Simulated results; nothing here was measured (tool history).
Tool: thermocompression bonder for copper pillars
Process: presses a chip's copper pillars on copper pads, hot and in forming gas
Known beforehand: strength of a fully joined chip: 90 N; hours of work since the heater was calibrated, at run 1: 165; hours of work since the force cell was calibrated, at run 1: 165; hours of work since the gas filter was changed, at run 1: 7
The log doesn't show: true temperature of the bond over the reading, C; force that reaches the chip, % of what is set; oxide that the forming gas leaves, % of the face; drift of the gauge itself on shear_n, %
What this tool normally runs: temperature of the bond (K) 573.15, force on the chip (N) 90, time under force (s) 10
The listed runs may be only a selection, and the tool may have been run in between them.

| run | day | temperature of the bond (K) | force on the chip (N) | time under force (s) | hours of work since the heater was calibrated | hours of work since the force cell was calibrated | hours of work since the gas filter was changed | force that shears a chip off (N) |
|---|---|---|---|---|---|---|---|---|
| 1 | 0.000 | 573.15 | 90 | 10 | 165 | 165 | 7 | 38.3 |
| 2 | 3.300 | 573.15 | 90 | 10 | 224 | 224 | 66 | 38.7 |
| 3 | 7.296 | 573.15 | 90 | 10 | 296 | 296 | 137 | 38.5 |
| 4 | 11.133 | 573.15 | 102 | 10 | 365 | 365 | 206 | 43.1 |
|  | 11.508 | forming gas filter changed |
| 5 | 13.329 | 573.15 | 102 | 10 | 404 | 404 | 33 | 44.3 |
| 6 | 15.392 | 573.15 | 102 | 10 | 441 | 441 | 70 | 42.3 |
| 7 | 19.446 | 573.15 | 90 | 10 | 513 | 513 | 142 | 39.3 |
| 8 | 22.783 | 595.15 | 90 | 10 | 573 | 573 | 202 | 46.2 |
|  | 23.512 | forming gas filter changed |
| 9 | 25.467 | 595.15 | 90 | 10 | 621 | 621 | 35 | 46.8 |
| 10 | 27.633 | 595.15 | 90 | 10 | 659 | 659 | 74 | 48.0 |
| 11 | 31.058 | 573.15 | 90 | 10 | 721 | 721 | 135 | 40.4 |
| 12 | 34.012 | 573.15 | 90 | 10 | 774 | 774 | 188 | 39.2 |
|  | 35.521 | forming gas filter changed |
| 13 | 38.183 | 573.15 | 90 | 10 | 848 | 848 | 48 | 41.5 |
| 14 | 41.392 | 573.15 | 90 | 10 | 906 | 906 | 105 | 41.3 |
| 15 | 44.821 | 573.15 | 90 | 10 | 967 | 967 | 167 | 41.2 |
|  | 47.658 | forming gas filter changed |
| 16 | 48.317 | 573.15 | 90 | 10 | 1029 | 1029 | 12 | 42.3 |
| 17 | 52.442 | 573.15 | 90 | 10 | 1103 | 1103 | 86 | 41.8 |
| 18 | 54.417 | 573.15 | 90 | 10 | 1138 | 1138 | 121 | 41.1 |
|  | 56.096 | force cell calibrated |
| 19 | 56.342 | 573.15 | 90 | 10 | 1172 | 4 | 154 | 39.4 |
|  | 59.654 | forming gas filter changed |
| 20 | 59.979 | 573.15 | 90 | 10 | 1237 | 69 | 6 | 41.3 |

Run 21 is up next; what results do you expect?
| 21 | 64.042 | 549.15 | 90 | 6 | 1309 | 142 | 79 | ? |

{"run 21": {"force that shears a chip off (N)": 25.8}}
Without the tool's hidden state the same run would have given force that shears a chip off (N) 23.6.

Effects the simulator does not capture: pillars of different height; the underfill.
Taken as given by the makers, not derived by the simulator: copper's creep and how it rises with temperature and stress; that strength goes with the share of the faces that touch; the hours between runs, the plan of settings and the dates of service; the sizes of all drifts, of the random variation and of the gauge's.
